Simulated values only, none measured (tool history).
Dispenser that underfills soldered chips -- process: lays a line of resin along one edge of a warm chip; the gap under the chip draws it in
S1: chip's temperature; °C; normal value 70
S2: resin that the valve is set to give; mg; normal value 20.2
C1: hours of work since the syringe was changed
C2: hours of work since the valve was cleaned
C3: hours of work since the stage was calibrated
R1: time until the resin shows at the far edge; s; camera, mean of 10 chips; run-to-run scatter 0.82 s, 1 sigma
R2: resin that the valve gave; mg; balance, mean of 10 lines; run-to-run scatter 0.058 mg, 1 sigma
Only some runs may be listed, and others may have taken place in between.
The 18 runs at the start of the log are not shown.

Run 19, hour 135.5: usual settings but S1 76 °C, S2 25.1 mg; C1 4; C2 5; C3 213. Result: R1 65.9 s, R2 25.00 mg.
At hour 137.3: new syringe of resin.
Run 20, hour 141.5: usual settings but S1 71 °C, S2 23.2 mg; C1 3; C2 9; C3 217. Result: R1 78.3 s, R2 22.99 mg.
At hour 144.9: new syringe of resin.
Run 21, hour 146.0: usual settings but S1 71 °C, S2 23.2 mg; C1 1; C2 12; C3 220. Result: R1 68.4 s, R2 23.07 mg.
Run 22, hour 151.3: usual settings but S1 68 °C, S2 19.9 mg; C1 5; C2 16; C3 224. Result: R1 94.9 s, R2 19.60 mg.
At hour 152.3: new syringe of resin.
Run 23, hour 158.6: usual settings but S2 26.3 mg; C1 5; C2 21; C3 229. Result: R1 84.2 s, R2 25.89 mg.
At hour 159.7: new syringe of resin.
Run 24, hour 163.1: usual settings but S2 23.6 mg; C1 3; C2 24; C3 233. Result: R1 76.3 s, R2 23.17 mg.
At hour 167.3: new syringe of resin.
Run 25, hour 170.2: usual settings but S2 23.6 mg; C1 2; C2 29; C3 238. Result: R1 79.4 s, R2 23.12 mg.
At hour 174.8: new syringe of resin.
Run 26, hour 178.9: usual settings but S2 23.6 mg; C1 3; C2 36; C3 244. Result: R1 79.8 s, R2 23.05 mg.
At hour 182.2: new syringe of resin.
Run 27, hour 185.2: usual settings but S1 65 °C, S2 21.9 mg; C1 2; C2 40; C3 248. Result: R1 95.8 s, R2 21.35 mg.
At hour 190.0: new syringe of resin.
Run 28, hour 192.0: usual settings but S1 79 °C, S2 21.4 mg; C1 1; C2 45; C3 253. Result: R1 51.1 s, R2 20.87 mg.
At hour 197.5: new syringe of resin.
Run 29, hour 198.2: usual settings but S1 79 °C, S2 21.4 mg; C1 1; C2 49; C3 258. Result: R1 48.3 s, R2 20.76 mg.
At hour 204.1: dispensing valve cleaned and set on the balance.
Run 30, hour 204.2: usual settings but S1 68 °C, S2 23.4 mg; C1 4; C2 0; C3 261. Result: R1 90.1 s, R2 23.44 mg.
At hour 205.9: new syringe of resin.
At hour 213.4: new syringe of resin.
Run 31, hour 213.7: usual settings but S1 80 °C, S2 19.4 mg; C1 0; C2 7; C3 268. Result: R1 46.3 s, R2 19.34 mg.
At hour 221.2: new syringe of resin.
Run 32, hour 222.3: usual settings but S1 80 °C, S2 19.4 mg; C1 1; C2 13; C3 274. Result: R1 47.1 s, R2 19.25 mg.
Run 33, hour 227.3: usual settings but S1 80 °C, S2 19.4 mg; C1 5; C2 17; C3 278. Result: R1 56.5 s, R2 19.23 mg.
At hour 229.0: new syringe of resin.
Run 34, hour 233.9: usual settings but S1 82 °C, S2 21.5 mg; C1 4; C2 21; C3 282. Result: R1 49.7 s, R2 21.28 mg.
At hour 236.7: new syringe of resin.
Run 35, hour 242.9: usual settings but S1 82 °C, S2 21.5 mg; C1 5; C2 28; C3 289. Result: R1 50.9 s, R2 21.22 mg.

Alternative continuations, all from the tool just after run 35; predict every row:
At hour 244.0: new syringe of resin.
At hour 251.4: new syringe of resin.
Run A, hour 251.4: usual settings but S1 55 °C, S2 18.1 mg; C1 0; C2 34; C3 295. Result: R1 ?, R2 ?.
At hour 244.0: new syringe of resin.
At hour 251.4: new syringe of resin.
Run B, hour 251.4: usual settings but S1 65 °C, S2 21.5 mg; C1 0; C2 34; C3 295. Result: R1 ?, R2 ?.
At hour 244.0: new syringe of resin.
At hour 251.4: new syringe of resin.
Run C, hour 251.4: usual settings but S1 80 °C, S2 18.0 mg; C1 0; C2 34; C3 295. Result: R1 ?, R2 ?.

run     R1     R2
  A  139.3  17.75
  B   85.7  21.07
  C   47.2  17.67
With no hidden state in the tool, these same runs would have given:
run     R1     R2
  A  153.4  18.09
  B   93.9  21.47
  C   51.2  18.00
